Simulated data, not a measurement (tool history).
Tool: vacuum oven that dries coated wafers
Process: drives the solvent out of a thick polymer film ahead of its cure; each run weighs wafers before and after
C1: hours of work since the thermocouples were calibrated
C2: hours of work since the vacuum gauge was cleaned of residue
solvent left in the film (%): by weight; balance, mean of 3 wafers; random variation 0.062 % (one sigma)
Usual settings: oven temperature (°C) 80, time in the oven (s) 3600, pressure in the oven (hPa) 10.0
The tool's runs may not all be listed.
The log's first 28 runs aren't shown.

Run 29, day 76.462: usual settings but oven temperature (°C) 88, time in the oven (s) 2640; C1 473; C2 343. Result: solvent left in the film (%) 3.08.
Run 30, day 79.871: usual settings but oven temperature (°C) 88, time in the oven (s) 2640; C1 521; C2 391. Result: solvent left in the film (%) 3.12.
Run 31, day 82.912: usual settings but oven temperature (°C) 76, time in the oven (s) 6060; C1 564; C2 434. Result: solvent left in the film (%) 3.07.
Run 32, day 86.175: usual settings but oven temperature (°C) 88, time in the oven (s) 2040, pressure in the oven (hPa) 9.8; C1 611; C2 480. Result: solvent left in the film (%) 4.61.
Run 33, day 87.700: usual settings but oven temperature (°C) 65, time in the oven (s) 4620; C1 632; C2 502. Result: solvent left in the film (%) 8.27.
Run 34, day 91.296: usual settings but oven temperature (°C) 65, time in the oven (s) 4620; C1 683; C2 553. Result: solvent left in the film (%) 8.67.
Run 35, day 92.983: usual settings but oven temperature (°C) 65, time in the oven (s) 4620, pressure in the oven (hPa) 15.9; C1 707; C2 576. Result: solvent left in the film (%) 9.13.
At day 94.792: oven's thermocouples calibrated.
Run 36, day 96.392: usual settings but oven temperature (°C) 83, time in the oven (s) 4440, pressure in the oven (hPa) 30.6; C1 23; C2 623. Result: solvent left in the film (%) 3.98.
Run 37, day 99.004: usual settings but oven temperature (°C) 85, time in the oven (s) 4680, pressure in the oven (hPa) 32.2; C1 60; C2 660. Result: solvent left in the film (%) 3.52.
Run 38, day 101.925: usual settings but oven temperature (°C) 85, time in the oven (s) 2220, pressure in the oven (hPa) 5.2; C1 101; C2 702. Result: solvent left in the film (%) 4.46.
Run 39, day 104.079: usual settings but oven temperature (°C) 85, time in the oven (s) 2220, pressure in the oven (hPa) 5.2; C1 131; C2 732. Result: solvent left in the film (%) 4.52.
Run 40, day 106.300: usual settings but oven temperature (°C) 84, time in the oven (s) 2100; C1 163; C2 764. Result: solvent left in the film (%) 5.45.
Run 41, day 109.283: usual settings but oven temperature (°C) 84, time in the oven (s) 2100; C1 205; C2 806. Result: solvent left in the film (%) 5.37.

Forecast each of these 4 alternatives for the next run:
Run A, day 110.892: usual settings but oven temperature (°C) 66; C1 228; C2 828. Result: solvent left in the film (%) ?.
Run B, day 110.892: usual settings but time in the oven (s) 4560, pressure in the oven (hPa) 16.3; C1 228; C2 828. Result: solvent left in the film (%) ?.
Run C, day 110.892: usual settings but oven temperature (°C) 92; C1 228; C2 828. Result: solvent left in the film (%) ?.
Run D, day 110.892: usual settings but oven temperature (°C) 69, time in the oven (s) 2760, pressure in the oven (hPa) 13.9; C1 228; C2 828. Result: solvent left in the film (%) ?.

run  solvent left in the film (%)
  A                          9.19
  B                          3.58
  C                          1.43
  D                          9.74
Without the tool's hidden state the same runs would have given:
run  solvent left in the film (%)
  A                          8.70
  B                          3.19
  C                          1.18
  D                          9.32
